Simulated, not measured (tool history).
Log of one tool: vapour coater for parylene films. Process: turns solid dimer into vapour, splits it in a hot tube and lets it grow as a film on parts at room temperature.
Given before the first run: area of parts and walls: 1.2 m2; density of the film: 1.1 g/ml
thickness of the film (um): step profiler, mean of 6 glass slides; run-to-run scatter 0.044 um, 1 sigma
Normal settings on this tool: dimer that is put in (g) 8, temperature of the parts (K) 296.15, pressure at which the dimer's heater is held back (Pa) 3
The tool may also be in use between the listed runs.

run,hour,dimer that is put in (g),temperature of the parts (K),pressure at which the dimer's heater is held back (Pa),thickness of the film (um)
1,0,8,296.15,3,4.23
2,36.7,8,296.15,3.61,4.05
3,57.3,5,296.15,3,2.64
# hour 80.5: trap's valve overhauled
4,89.3,5,296.15,3,2.97
5,108.6,5,296.15,3,2.95
6,131.1,8,296.15,3,4.74
7,166,8,296.15,3,4.72
8,182.1,8,296.15,3,4.65
9,208.1,8,296.15,3,4.67
10,225.5,8,296.15,3,4.61
11,252.3,8,296.15,5.26,4.06
12,270,8,296.15,5.26,4.09
13,297.2,7,296.15,3,3.93
14,312.4,8,296.15,3.02,4.53
15,339,8,296.15,3,4.43
16,356.7,8,296.15,3,4.45
17,383.6,8,302.15,3,3.39
18,405.8,8,296.15,3,4.36
19,432.3,8,296.15,3,4.38
20,455.3,8,296.15,3.17,4.26
21,485.9,8,305.15,3,2.82
22,507.2,8,296.15,3,4.21
23,537.3,8,303.15,3,3.06
24,575,8,303.15,3,3.06
25,602.3,8,303.15,3,2.93
26,636.5,4,302.15,10.97,1.17
# hour 673.3: trap's valve overhauled
27,677.7,4,302.15,10.97,1.39
28,706.3,4,302.15,10.97,1.34
29,743.5,4,302.15,10.97,1.3
30,765,4,302.15,10.97,1.3
31,794.1,4,296.15,2.87,2.31
# hour 806: table's thermometer calibrated
32,831.8,7,296.15,9.41,3.16
33,868.1,7,292.15,3.36,4.74
34,903.5,7,292.15,3.36,4.68
35,919.4,11,293.15,10.6,5.5
36,953.8,11,291.15,10.6,5.95
37,980.3,11,291.15,10.6,5.92
38,1017.6,11,296.15,2.49,6.28
39,1036.5,3,291.15,2.49,2.03
40,1057.8,9,292.15,2.43,5.96
41,1088.2,5,291.15,3.95,3.25
42,1105.5,4,299.15,2.18,1.99
43,1137.1,4,299.15,2.18,1.99
44,1156.7,10,299.15,9.85,3.58
45,1193.5,8,295.15,10.4,3.39
46,1221,6,304.15,10.4,1.61

What if the next run were any one of these 5? Each begins from the tool's condition after run 46:
A,1244.9,7,304.15,3.18,?
B,1244.9,13,300.15,3,?
C,1244.9,12,298.15,2.05,?
D,1244.9,10,305.15,10.4,?
E,1244.9,4,304.15,2.24,?

run,thickness of the film (um)
A,2.47
B,5.67
C,6.05
D,2.6
E,1.53
The same runs, with their run-to-run variation unchanged, on a tool lacking any hidden condition would have given:
run,thickness of the film (um)
A,2.89
B,6.64
C,7.1
D,3.05
E,1.79

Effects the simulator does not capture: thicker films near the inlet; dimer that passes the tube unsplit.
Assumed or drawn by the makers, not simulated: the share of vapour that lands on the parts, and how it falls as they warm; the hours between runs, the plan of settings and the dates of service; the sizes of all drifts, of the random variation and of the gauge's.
